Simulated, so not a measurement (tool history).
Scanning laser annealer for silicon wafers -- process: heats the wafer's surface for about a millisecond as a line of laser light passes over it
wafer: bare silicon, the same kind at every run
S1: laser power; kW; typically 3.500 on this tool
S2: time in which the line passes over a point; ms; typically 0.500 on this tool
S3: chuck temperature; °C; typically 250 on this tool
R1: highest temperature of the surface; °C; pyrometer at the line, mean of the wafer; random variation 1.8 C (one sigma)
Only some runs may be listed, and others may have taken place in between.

| run | hour | S1 | S2 | S3 | R1 |
|---|---|---|---|---|---|
| 1 | 0.0 | 3.500 | 0.500 | 250 | 1011 |
|  | 6.7 | window over the wafer cleaned |
| 2 | 18.9 | 3.500 | 0.500 | 218 | 978 |
| 3 | 38.5 | 3.500 | 0.500 | 218 | 979 |
| 4 | 53.1 | 3.500 | 0.500 | 218 | 981 |
| 5 | 74.7 | 3.500 | 0.500 | 218 | 981 |
| 6 | 97.6 | 3.500 | 0.500 | 218 | 976 |
| 7 | 110.2 | 3.500 | 0.500 | 250 | 1009 |
| 8 | 123.4 | 3.500 | 0.500 | 250 | 1012 |
| 9 | 148.9 | 3.500 | 0.500 | 249 | 1013 |
| 10 | 162.5 | 3.500 | 0.500 | 250 | 1010 |
| 11 | 174.8 | 3.500 | 0.500 | 250 | 1007 |
| 12 | 199.1 | 3.500 | 0.500 | 250 | 1010 |
| 13 | 216.5 | 3.500 | 0.500 | 250 | 1010 |
| 14 | 233.1 | 3.500 | 0.500 | 273 | 1029 |
| 15 | 248.2 | 3.381 | 0.500 | 250 | 986 |
| 16 | 261.0 | 3.381 | 0.500 | 250 | 986 |
| 17 | 283.7 | 3.381 | 0.500 | 250 | 984 |
| 18 | 300.8 | 3.381 | 0.500 | 250 | 987 |
| 19 | 313.1 | 3.312 | 0.500 | 250 | 971 |
| 20 | 339.7 | 3.299 | 0.402 | 212 | 857 |
| 21 | 361.6 | 3.299 | 0.402 | 212 | 860 |
| 22 | 383.9 | 3.083 | 0.463 | 237 | 890 |
| 23 | 408.7 | 3.081 | 0.481 | 250 | 911 |
| 24 | 425.9 | 3.545 | 0.424 | 232 | 941 |
| 25 | 447.1 | 3.079 | 0.593 | 284 | 1022 |
| 26 | 472.5 | 3.079 | 0.593 | 284 | 1017 |
| 27 | 484.1 | 3.600 | 0.447 | 267 | 1006 |

Forecast run 28:
|  | 497.9 | optics aligned, line set to its width |
| 28 | 515.9 | 3.620 | 0.500 | 238 | ? |

{"run 28": {"R1": 1026}}
Minus the tool's unlogged condition, the same run would have read R1 1027 °C.
